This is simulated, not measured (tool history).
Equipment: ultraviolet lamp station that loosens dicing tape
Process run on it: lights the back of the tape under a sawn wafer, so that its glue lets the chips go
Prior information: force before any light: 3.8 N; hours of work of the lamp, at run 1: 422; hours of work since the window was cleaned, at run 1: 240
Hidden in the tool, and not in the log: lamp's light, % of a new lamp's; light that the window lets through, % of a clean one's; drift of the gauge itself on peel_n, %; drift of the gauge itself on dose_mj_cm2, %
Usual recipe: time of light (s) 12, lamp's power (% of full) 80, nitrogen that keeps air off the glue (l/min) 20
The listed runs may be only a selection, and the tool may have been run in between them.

run	day	time of light (s)	lamp's power (% of full)	nitrogen that keeps air off the glue (l/min)	hours of work of the lamp	hours of work since the window was cleaned	force that peels the tape off (N)	light that reached the tape (mJ/cm2)
1	0.000	12	80	20	422	240	0.743	382
2	0.838	12	83	20	432	249	0.687	398
3	1.562	12	83	20	440	258	0.722	394
4	2.083	12	83	20	446	264	0.727	392
5	2.829	9	80	20	454	272	1.061	282
6	3.600	9	80	20	463	281	1.078	284
7	4.125	9	80	20	469	287	1.057	279
8	4.962	9	80	20	478	296	1.067	281
9	5.629	14	80	20	486	304	0.607	434
10	6.554	14	80	20	497	314	0.616	427
11	7.038	14	80	20	502	320	0.651	428
12	7.788	14	80	20	511	328	0.623	430
13	8.775	12	80	35	522	340	0.579	361
14	9.729	12	80	20	533	351	0.821	355
# day 10.325: window cleaned of glue's vapour
15	10.742	12	80	20	544	5	0.748	375
16	11.538	12	81	10	553	14	1.071	374

For run 17, what comes out?
17	12.542	18	81	10	564	25	?	?

force that peels the tape off (N): 0.655
light that reached the tape (mJ/cm2): 566
If the tool had no hidden condition, the same run with the same run-to-run variation would have returned force that peels the tape off (N) 0.466, light that reached the tape (mJ/cm2) 723.
